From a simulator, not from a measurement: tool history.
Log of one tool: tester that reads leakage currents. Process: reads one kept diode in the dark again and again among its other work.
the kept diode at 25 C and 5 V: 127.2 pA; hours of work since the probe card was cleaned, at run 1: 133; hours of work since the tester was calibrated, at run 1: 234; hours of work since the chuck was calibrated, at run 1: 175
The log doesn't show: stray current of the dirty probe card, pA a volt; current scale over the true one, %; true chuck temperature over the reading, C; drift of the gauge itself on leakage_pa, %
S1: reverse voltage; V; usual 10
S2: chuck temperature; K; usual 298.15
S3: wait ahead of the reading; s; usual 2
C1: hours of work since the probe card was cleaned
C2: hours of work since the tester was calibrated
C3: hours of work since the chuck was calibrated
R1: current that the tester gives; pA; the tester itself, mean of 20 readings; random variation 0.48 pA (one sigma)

Run 1, day 0: usual settings; C1 133; C2 234; C3 175. Result: R1 157.41 pA.
Run 2, day 1.042: usual settings; C1 147; C2 248; C3 189. Result: R1 157.71 pA.
Run 3, day 2.021: usual settings; C1 160; C2 261; C3 202. Result: R1 156.9 pA.
Run 4, day 2.942: usual settings; C1 172; C2 273; C3 214. Result: R1 157.29 pA.
Run 5, day 4.383: usual settings; C1 191; C2 292; C3 233. Result: R1 157.21 pA.
Run 6, day 5.833: usual settings; C1 210; C2 311; C3 252. Result: R1 158.25 pA.
Run 7, day 7.229: usual settings; C1 229; C2 330; C3 271. Result: R1 156.74 pA.
Run 8, day 8.712: usual settings; C1 249; C2 349; C3 291. Result: R1 157.16 pA.
Run 9, day 10.396: usual settings; C1 271; C2 372; C3 313. Result: R1 157.08 pA.
Run 10, day 12.275: usual settings but S3 3.29 s; C1 296; C2 397; C3 338. Result: R1 156.58 pA.
Run 11, day 13.862: usual settings but S2 327.15 K; C1 317; C2 418; C3 359. Result: R1 1590.81 pA.
Run 12, day 15.333: usual settings; C1 336; C2 437; C3 378. Result: R1 156.64 pA.
Run 13, day 17.171: usual settings; C1 361; C2 462; C3 403. Result: R1 156.11 pA.
Run 14, day 18.675: usual settings but S1 1.4 V; C1 381; C2 481; C3 423. Result: R1 84.97 pA.
Run 15, day 19.612: usual settings but S1 2.4 V, S3 0.34 s; C1 393; C2 494; C3 435. Result: R1 100.36 pA.
Run 16, day 20.546: usual settings but S1 1.7 V, S2 320.15 K, S3 2.38 s; C1 406; C2 506; C3 448. Result: R1 547.96 pA.
Run 17, day 21.8: usual settings but S1 6.4 V, S3 0.65 s; C1 422; C2 523; C3 464. Result: R1 136.34 pA.
Run 18, day 23.492: usual settings but S1 2.6 V, S2 299.15 K, S3 9.01 s; C1 445; C2 545; C3 487. Result: R1 110.86 pA.
Run 19, day 25.233: usual settings but S1 1.5 V; C1 468; C2 568; C3 510. Result: R1 86.23 pA.
Run 20, day 27.021: usual settings but S1 1.9 V, S3 0.61 s; C1 491; C2 592; C3 533. Result: R1 93.23 pA.
Run 21, day 28.854: usual settings but S1 4.5 V, S2 308.15 K, S3 6.49 s; C1 516; C2 617; C3 558. Result: R1 280.01 pA.
Run 22, day 30.262: usual settings but S1 4.5 V, S2 308.15 K, S3 6.49 s; C1 535; C2 635; C3 576. Result: R1 281.2 pA.
Run 23, day 31.404: usual settings but S1 13.6 V, S2 327.15 K, S3 0.4 s; C1 550; C2 650; C3 592. Result: R1 1731.99 pA.
Run 24, day 32.754: usual settings but S1 3.4 V, S2 318.15 K, S3 6.63 s; C1 568; C2 668; C3 609. Result: R1 572.28 pA.
Run 25, day 33.854: usual settings but S1 2.7 V, S2 309.15 K, S3 2.22 s; C1 582; C2 683; C3 624. Result: R1 260.3 pA.
Run 26, day 35.592: usual settings but S1 2.7 V, S2 309.15 K, S3 2.22 s; C1 605; C2 706; C3 647. Result: R1 260.5 pA.
Run 27, day 37.196: usual settings but S2 329.15 K, S3 3.64 s; C1 626; C2 727; C3 668. Result: R1 1805.28 pA.

Forecast each of these 5 alternatives for the next run:
Run A, day 38.733: usual settings but S1 12.9 V, S2 327.15 K, S3 1.22 s; C1 647; C2 748; C3 689. Result: R1 ?.
Run B, day 38.733: usual settings but S1 2.2 V, S2 329.15 K, S3 3.32 s; C1 647; C2 748; C3 689. Result: R1 ?.
Run C, day 38.733: usual settings but S1 1.5 V, S2 329.15 K, S3 3.64 s; C1 647; C2 748; C3 689. Result: R1 ?.
Run D, day 38.733: usual settings but S1 2 V, S2 293.15 K, S3 0.91 s; C1 647; C2 748; C3 689. Result: R1 ?.
Run E, day 38.733: usual settings but S1 1.9 V, S2 325.15 K; C1 647; C2 748; C3 689. Result: R1 ?.

run       R1
  A  1689.48
  B  1140.28
  C  1022.82
  D    59.95
  E   814.01
Without the tool's hidden state the same runs would have given:
run       R1
  A  1748.48
  B  1182.75
  C  1061.13
  D    61.83
  E   844.89
